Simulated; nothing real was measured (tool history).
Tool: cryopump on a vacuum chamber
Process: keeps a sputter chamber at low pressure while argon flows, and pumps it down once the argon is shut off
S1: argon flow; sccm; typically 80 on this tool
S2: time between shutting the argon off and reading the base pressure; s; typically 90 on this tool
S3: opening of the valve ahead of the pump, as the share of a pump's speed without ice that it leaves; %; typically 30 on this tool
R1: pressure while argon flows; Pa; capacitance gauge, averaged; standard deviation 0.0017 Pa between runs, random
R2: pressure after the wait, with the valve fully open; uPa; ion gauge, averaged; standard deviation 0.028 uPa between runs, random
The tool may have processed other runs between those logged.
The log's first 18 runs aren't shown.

{"run": 19, "hour": 433.2, "S1": 95, "S2": 45, "S3": 20, "R1": 0.7792, "R2": 2.55}
{"run": 20, "hour": 462.7, "S1": 33, "S2": 90, "S3": 16, "R1": 0.334, "R2": 1.53}
{"run": 21, "hour": 489.1, "S1": 33, "S2": 90, "S3": 16, "R1": 0.3349, "R2": 1.51}
{"run": 22, "hour": 520.6, "S1": 33, "S2": 90, "S3": 16, "R1": 0.3364, "R2": 1.54}
{"run": 23, "hour": 547.4, "S1": 80, "S2": 39, "S3": 24, "R1": 0.559, "R2": 2.92}
{"run": 24, "hour": 562.9, "S1": 108, "S2": 27, "S3": 28, "R1": 0.6586, "R2": 4.05}
{"run": 25, "hour": 591.0, "S1": 152, "S2": 72, "S3": 18, "R1": 1.4038, "R2": 1.85}
{"run": 26, "hour": 604.3, "S1": 80, "S2": 90, "S3": 15, "R1": 0.8784, "R2": 1.62}
{"run": 27, "hour": 628.9, "S1": 88, "S2": 28, "S3": 15, "R1": 0.9677, "R2": 3.98}
{"hour": 635.5, "done": "pump warmed up, emptied and cooled again"}
{"run": 28, "hour": 660.6, "S1": 80, "S2": 37, "S3": 30, "R1": 0.4149, "R2": 2.95}
{"run": 29, "hour": 685.3, "S1": 35, "S2": 48, "S3": 28, "R1": 0.1962, "R2": 2.36}
{"run": 30, "hour": 711.7, "S1": 35, "S2": 48, "S3": 28, "R1": 0.1973, "R2": 2.42}
{"run": 31, "hour": 734.1, "S1": 35, "S2": 48, "S3": 28, "R1": 0.1977, "R2": 2.43}
{"run": 32, "hour": 752.5, "S1": 110, "S2": 279, "S3": 50, "R1": 0.3533, "R2": 0.81}
{"run": 33, "hour": 772.3, "S1": 122, "S2": 75, "S3": 22, "R1": 0.8779, "R2": 1.73}
{"run": 34, "hour": 799.1, "S1": 122, "S2": 63, "S3": 19, "R1": 1.0158, "R2": 1.92}
{"run": 35, "hour": 819.1, "S1": 110, "S2": 29, "S3": 16, "R1": 1.0772, "R2": 3.68}

3 ways to go on from here, each from the tool as it stands after run 35. What would each give?
{"run": "A", "hour": 845.4, "S1": 102, "S2": 29, "S3": 29, "R1": "?", "R2": "?"}
{"run": "B", "hour": 845.4, "S1": 80, "S2": 90, "S3": 15, "R1": "?", "R2": "?"}
{"run": "C", "hour": 845.4, "S1": 110, "S2": 140, "S3": 58, "R1": "?", "R2": "?"}

run=A R1=0.5602 R2=3.84
run=B R1=0.8443 R2=1.51
run=C R1=0.314 R2=1.17
Take away the tool's hidden state, keep each run's random variation, and the runs would have read:
run=A R1=0.5429 R2=3.64
run=B R1=0.8306 R2=1.31
run=C R1=0.2952 R2=0.97
